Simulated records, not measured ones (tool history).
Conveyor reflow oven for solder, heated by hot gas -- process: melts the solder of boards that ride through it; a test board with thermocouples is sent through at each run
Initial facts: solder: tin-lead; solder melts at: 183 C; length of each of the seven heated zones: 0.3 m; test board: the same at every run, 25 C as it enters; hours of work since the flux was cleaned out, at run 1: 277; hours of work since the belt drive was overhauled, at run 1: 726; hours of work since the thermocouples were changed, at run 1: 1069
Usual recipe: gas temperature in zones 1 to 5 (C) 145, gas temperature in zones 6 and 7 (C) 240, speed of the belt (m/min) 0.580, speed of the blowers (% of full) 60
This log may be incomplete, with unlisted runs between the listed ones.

run     day  gas temperature in zones 1 to 5 (C)  gas temperature in zones 6 and 7 (C)  speed of the belt (m/min)  speed of the blowers (% of full)  hours of work since the flux was cleaned out  hours of work since the belt drive was overhauled  hours of work since the thermocouples were changed  highest temperature of the board (C)  time above the solder's melting point (s)
  1   0.000                                  145                                   240                      0.580                                60                                           277                                                726                                                1069                                220.49                                      50.08
  2   1.250                                  145                                   240                      0.580                                81                                           289                                                739                                                1081                                225.58                                      53.35
  3   3.304                                  145                                   240                      0.580                                75                                           309                                                759                                                1102                                224.31                                      52.60
  4   5.246                                  145                                   240                      0.580                                75                                           329                                                779                                                1121                                224.40                                      52.67
  5   6.938                                  145                                   250                      0.580                                75                                           346                                                795                                                1138                                233.26                                      56.61
      8.496  -- flux residue cleaned out of gas plates and filters
  6   9.892                                  145                                   250                      0.580                                75                                            14                                                823                                                1165                                233.12                                      56.57
  7  11.950                                  145                                   244                      0.580                                60                                            34                                                843                                                1186                                223.76                                      52.11
  8  14.462                                  145                                   244                      0.580                                60                                            59                                                868                                                1211                                223.97                                      52.07
     16.775  -- belt drive overhauled, speed set with a stopwatch
  9  17.375                                  145                                   244                      0.580                                60                                            87                                                  6                                                1238                                223.86                                      52.04
 10  19.271                                  137                                   238                      0.483                                60                                           105                                                 25                                                1257                                223.20                                      60.19
 11  21.167                                  137                                   238                      0.483                                60                                           124                                                 44                                                1275                                223.20                                      60.06
 12  23.862                                  144                                   237                      0.483                                74                                           151                                                 70                                                1302                                226.41                                      64.64
 13  25.371                                  144                                   237                      0.483                                54                                           166                                                 85                                                1317                                221.86                                      61.51
 14  26.762                                  151                                   242                      0.561                                72                                           180                                                 99                                                1331                                227.50                                      57.92
 15  28.233                                  145                                   240                      0.490                                60                                           194                                                114                                                1346                                225.88                                      63.50
 16  30.988                                  149                                   240                      0.537                                81                                           222                                                141                                                1373                                228.26                                      60.37
 17  33.321                                  145                                   233                      0.580                                60                                           245                                                164                                                1396                                214.51                                      46.27
 18  35.762                                  145                                   240                      0.648                                62                                           269                                                189                                                1420                                217.03                                      42.54

3 ways to go on from here, each from the tool as it stands after run 18. What would each give?
     37.588  -- thermocouples of zones 6 and 7 changed
  A  38.000                                  159                                   230                      0.648                                62                                           291                                                210                                                   4                                     ?                                          ?
     37.588  -- thermocouples of zones 6 and 7 changed
  B  38.000                                  145                                   247                      0.578                                58                                           291                                                210                                                   4                                     ?                                          ?
     37.588  -- thermocouples of zones 6 and 7 changed
  C  38.000                                  137                                   240                      0.580                                60                                           291                                                210                                                   4                                     ?                                          ?

run  highest temperature of the board (C)  time above the solder's melting point (s)
  A                                212.25                                      44.36
  B                                225.84                                      53.34
  C                                218.66                                      46.72
Without the tool's unlogged condition, the same runs would have read:
run  highest temperature of the board (C)  time above the solder's melting point (s)
  A                                212.27                                      44.38
  B                                225.86                                      53.35
  C                                218.68                                      46.74
